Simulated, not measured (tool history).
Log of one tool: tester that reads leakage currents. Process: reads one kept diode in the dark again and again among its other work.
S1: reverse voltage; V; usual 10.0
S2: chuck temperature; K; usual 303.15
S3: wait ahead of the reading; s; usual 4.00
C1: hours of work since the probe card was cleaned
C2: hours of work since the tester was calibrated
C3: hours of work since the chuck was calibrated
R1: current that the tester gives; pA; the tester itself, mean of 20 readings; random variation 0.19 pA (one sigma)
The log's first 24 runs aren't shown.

Run 25, hour 620.1: usual settings but S1 1.9 V, S2 298.15 K, S3 2.47 s; C1 1062; C2 578; C3 132. Result: R1 18.38 pA.
Run 26, hour 655.9: usual settings but S1 1.9 V, S2 298.15 K, S3 2.47 s; C1 1084; C2 600; C3 155. Result: R1 18.39 pA.
Run 27, hour 685.6: usual settings but S1 2.1 V, S2 331.15 K, S3 2.47 s; C1 1102; C2 618; C3 173. Result: R1 243.81 pA.
Run 28, hour 704.7: usual settings but S2 297.15 K; C1 1114; C2 630; C3 185. Result: R1 44.36 pA.
Run 29, hour 728.6: usual settings but S2 297.15 K; C1 1129; C2 645; C3 200. Result: R1 44.07 pA.
Run 30, hour 743.9: usual settings but S1 2.4 V, S2 296.15 K, S3 6.09 s; C1 1139; C2 655; C3 209. Result: R1 17.84 pA.
Run 31, hour 773.4: usual settings but S1 5.9 V, S2 308.15 K, S3 1.34 s; C1 1157; C2 673; C3 228. Result: R1 75.71 pA.
Run 32, hour 800.9: usual settings but S1 9.9 V, S2 293.15 K, S3 2.06 s; C1 1174; C2 690; C3 245. Result: R1 34.00 pA.
Run 33, hour 831.8: usual settings but S1 9.9 V, S2 293.15 K, S3 2.06 s; C1 1193; C2 709; C3 264. Result: R1 34.23 pA.
Run 34, hour 848.1: usual settings but S1 9.9 V, S2 298.15 K, S3 2.06 s; C1 1203; C2 719; C3 274. Result: R1 48.11 pA.
Run 35, hour 863.3: usual settings but S1 1.7 V, S2 309.15 K, S3 6.48 s; C1 1213; C2 729; C3 284. Result: R1 41.89 pA.
Run 36, hour 882.5: usual settings but S1 11.9 V, S2 312.15 K, S3 1.40 s; C1 1225; C2 741; C3 295. Result: R1 150.38 pA.
Run 37, hour 911.9: usual settings but S1 1.0 V, S2 311.15 K, S3 0.36 s; C1 1243; C2 759; C3 314. Result: R1 37.80 pA.
Run 38, hour 935.7: usual settings but S1 4.4 V, S2 317.15 K; C1 1258; C2 774; C3 329. Result: R1 127.62 pA.
Run 39, hour 952.4: usual settings but S3 2.71 s; C1 1268; C2 784; C3 339. Result: R1 69.72 pA.
Run 40, hour 976.7: usual settings but S1 9.8 V, S2 312.15 K, S3 1.93 s; C1 1283; C2 799; C3 354. Result: R1 135.18 pA.

Forecast each of these 4 alternatives for the next run:
Run A, hour 1004.7: usual settings but S2 302.15 K, S3 3.66 s; C1 1301; C2 817; C3 371. Result: R1 ?.
Run B, hour 1004.7: usual settings but S1 9.8 V, S2 312.15 K, S3 5.11 s; C1 1301; C2 817; C3 371. Result: R1 ?.
Run C, hour 1004.7: usual settings but S1 10.1 V, S2 308.15 K, S3 5.99 s; C1 1301; C2 817; C3 371. Result: R1 ?.
Run D, hour 1004.7: usual settings but S1 1.3 V, S2 312.15 K, S3 1.93 s; C1 1301; C2 817; C3 371. Result: R1 ?.

run      R1
  A   64.83
  B  134.35
  C  101.13
  D   45.89
Without the tool's hidden state the same runs would have given:
run      R1
  A   56.34
  B  126.52
  C   92.81
  D   45.06

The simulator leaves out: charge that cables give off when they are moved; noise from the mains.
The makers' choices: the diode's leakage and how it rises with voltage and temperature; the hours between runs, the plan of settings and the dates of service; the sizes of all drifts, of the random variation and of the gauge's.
